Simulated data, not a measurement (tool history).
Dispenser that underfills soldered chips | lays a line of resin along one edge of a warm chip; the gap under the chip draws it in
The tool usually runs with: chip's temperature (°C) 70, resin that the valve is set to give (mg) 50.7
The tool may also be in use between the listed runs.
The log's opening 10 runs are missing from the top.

run,hour,chip's temperature (°C),resin that the valve is set to give (mg),hours of work since the syringe was changed,hours of work since the valve was cleaned,hours of work since the stage was calibrated,time until the resin shows at the far edge (s),resin that the valve gave (mg)
11,53.2,70,50.7,5,10,257,197.9,50.07
# hour 54.1: new syringe of resin
12,59.7,70,50.7,4,15,262,186.5,50.25
# hour 61.4: new syringe of resin
13,67.2,70,61.6,4,20,267,188.0,60.59
# hour 68.7: new syringe of resin
14,73.8,70,50.7,4,25,272,183.6,49.30
# hour 76.0: new syringe of resin
15,78.8,76,50.7,2,29,275,128.2,49.81
# hour 83.3: new syringe of resin
16,83.3,61,50.7,0,32,279,185.1,49.34
17,87.1,70,52.4,3,35,281,166.6,51.00
# hour 91.0: new syringe of resin
18,93.5,60,58.0,2,39,286,228.3,55.95
# hour 98.4: new syringe of resin
19,99.7,60,58.0,1,44,291,205.8,56.36
20,104.2,70,60.1,4,47,294,184.5,57.61
# hour 105.6: new syringe of resin
21,111.5,70,63.8,4,53,299,191.2,61.12
# hour 113.0: new syringe of resin
22,119.2,70,50.7,5,58,305,198.0,48.66
# hour 120.4: new syringe of resin
23,126.7,76,50.7,5,64,310,159.7,47.94
# hour 127.6: new syringe of resin
24,131.7,76,50.7,3,67,314,139.1,47.95
# hour 135.0: new syringe of resin
25,135.6,83,50.7,0,70,317,88.8,47.90
26,141.1,83,50.7,5,74,321,123.2,47.31
# hour 142.4: new syringe of resin
27,148.1,83,50.7,4,79,326,121.5,47.84
# hour 150.0: new syringe of resin
28,153.1,74,51.8,2,83,330,144.9,48.37
# hour 157.5: new syringe of resin
29,158.3,82,59.6,1,87,333,87.7,55.49
# hour 164.8: new syringe of resin
30,164.9,82,59.6,0,91,338,84.2,55.27
31,169.2,83,62.0,3,95,341,106.5,56.87
# hour 172.5: new syringe of resin
32,173.8,70,47.1,1,98,345,148.4,43.46

Run 33, settings as shown, results not yet in. Your forecast:
33,179.3,56,58.8,5,102,349,?,?

Run 33 gave time until the resin shows at the far edge (s) 347.1, resin that the valve gave (mg) 53.91.
Without the tool's hidden state the same run would have given time until the resin shows at the far edge (s) 204.2, resin that the valve gave (mg) 58.68.
